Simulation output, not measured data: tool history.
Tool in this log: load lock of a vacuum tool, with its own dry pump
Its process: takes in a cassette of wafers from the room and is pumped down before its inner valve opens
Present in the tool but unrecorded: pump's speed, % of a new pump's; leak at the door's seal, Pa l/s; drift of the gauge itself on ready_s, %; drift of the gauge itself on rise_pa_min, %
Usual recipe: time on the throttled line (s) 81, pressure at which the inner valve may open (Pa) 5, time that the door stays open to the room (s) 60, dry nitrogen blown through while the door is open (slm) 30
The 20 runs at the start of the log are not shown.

run     hour  time on the throttled line (s)  pressure at which the inner valve may open (Pa)  time that the door stays open to the room (s)  dry nitrogen blown through while the door is open (slm)  hours that the pump has run since its overhaul  times that the door has closed on its seal  incoming humidity of the room's air, %  time from the closed door until the inner valve may open (s)  rise of the pressure with all valves shut (Pa/min)
 21   9714.7                              81                                                5                                             60                                                       32                                           18437                                        6519                                    43.1                                                         212.4                                               0.025
 22  10140.1                              49                                                8                                             60                                                       32                                           18862                                        7250                                    44.5                                                         184.5                                               0.028
 23  10675.8                              81                                                9                                             60                                                       15                                           19398                                        8171                                    42.5                                                         203.1                                               0.033
 24  11204.7                              81                                                5                                             60                                                       15                                           19927                                        9080                                    44.6                                                           215                                               0.035
 25  11812.8                              81                                                5                                             60                                                       15                                           20535                                       10125                                    42.4                                                         216.8                                               0.044
 26  12215.4                              81                                                4                                             65                                                        6                                           20938                                       10817                                    45.5                                                         220.9                                               0.051
 27  12838.1                              81                                                4                                             65                                                        6                                           21560                                       11887                                    44.1                                                         221.3                                                0.06
 28  13404.2                             104                                                4                                             65                                                       35                                           22126                                       12860                                    47.1                                                         241.6                                               0.053
 29  13966.4                             104                                                4                                             65                                                       35                                           22689                                       13826                                      45                                                         242.4                                               0.051
 30  14248.3                             104                                                4                                             65                                                       35                                           22971                                       14311                                    42.4                                                         239.6                                               0.063
     14506.1  -- dry pump taken out, an overhauled one fitted
 31  14732.9                              93                                                5                                            188                                                       30                                             227                                       15133                                    43.5                                                         196.4                                               0.068
 32  15075.8                              93                                                5                                            188                                                       30                                             570                                       15722                                    45.7                                                           195                                               0.071
 33  15521.6                              93                                                5                                            188                                                       30                                            1016                                       16489                                    48.2                                                         196.5                                               0.079
 34  15958.8                              93                                                4                                             25                                                       30                                            1453                                       17240                                    43.5                                                         199.2                                               0.069

Estimate the outcome of run 35 from the log above:
 35  16324.4                              92                                                9                                             60                                                       15                                            1818                                       17868                                    47.6                                                             ?                                                   ?

time from the closed door until the inner valve may open (s): 187.5
rise of the pressure with all valves shut (Pa/min): 0.085
Minus the tool's unlogged condition, the same run would have read time from the closed door until the inner valve may open (s) 186.1, rise of the pressure with all valves shut (Pa/min) 0.013.

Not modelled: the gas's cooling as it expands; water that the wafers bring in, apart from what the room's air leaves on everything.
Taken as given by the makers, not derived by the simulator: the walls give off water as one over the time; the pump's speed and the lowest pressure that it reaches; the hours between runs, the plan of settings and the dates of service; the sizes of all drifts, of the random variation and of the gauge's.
